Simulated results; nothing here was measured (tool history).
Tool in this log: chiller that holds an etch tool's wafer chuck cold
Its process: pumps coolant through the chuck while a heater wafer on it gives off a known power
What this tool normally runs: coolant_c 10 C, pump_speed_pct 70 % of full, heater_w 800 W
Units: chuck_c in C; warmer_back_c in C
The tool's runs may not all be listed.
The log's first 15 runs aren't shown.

run	hour	coolant_c	pump_speed_pct	heater_w	hours since the coolant was changed and the channels were flushed	hours since the pump was overhauled	hours since the chiller's thermometer was calibrated	chuck_c	warmer_back_c
16	751.7	10	100	800	2987	4022	2888	16.2	2.54
17	794.2	4	69	473	3029	4065	2930	8.8	2.26
18	839.5	4	69	473	3074	4110	2975	8.6	2.28
19	895.9	4	69	473	3131	4166	3032	9.0	2.27
20	938.5	4	69	473	3173	4209	3074	8.8	2.29
21	970.5	18	64	1109	3205	4241	3106	29.9	5.86
22	1026.9	16	90	1109	3262	4297	3163	25.4	4.05
23	1088.1	14	79	1109	3323	4359	3224	24.1	4.62
24	1128.9	10	72	891	3364	4399	3265	18.8	4.13
25	1193.4	10	72	891	3428	4464	3329	18.8	4.13
26	1255.1	10	72	891	3490	4526	3391	18.7	4.11
27	1323.4	7	83	891	3558	4594	3459	14.9	3.56
28	1387.4	8	98	668	3622	4658	3523	13.3	2.24
29	1436.4	4	67	891	3671	4707	3572	13.4	4.45
30	1499.6	4	67	891	3735	4770	3635	13.2	4.49
31	1528.0	4	67	891	3763	4798	3664	13.3	4.42

5 options for the next run, each taken on its own from the tool as it stands now. Forecast them:
A	1592.8	1	69	472	3828	4863	3729	?	?
B	1592.8	10	97	700	3828	4863	3729	?	?
C	1592.8	13	62	891	3828	4863	3729	?	?
D	1592.8	10	70	936	3828	4863	3729	?	?
E	1592.8	13	89	873	3828	4863	3729	?	?

run	chuck_c	warmer_back_c
A	5.7	2.25
B	15.7	2.34
C	22.8	4.88
D	19.5	4.40
E	20.5	3.21
Stripped of hidden state, with their random variation kept, the same runs would have yielded:
run	chuck_c	warmer_back_c
A	5.4	2.15
B	15.3	2.23
C	22.1	4.66
D	18.8	4.20
E	20.0	3.06

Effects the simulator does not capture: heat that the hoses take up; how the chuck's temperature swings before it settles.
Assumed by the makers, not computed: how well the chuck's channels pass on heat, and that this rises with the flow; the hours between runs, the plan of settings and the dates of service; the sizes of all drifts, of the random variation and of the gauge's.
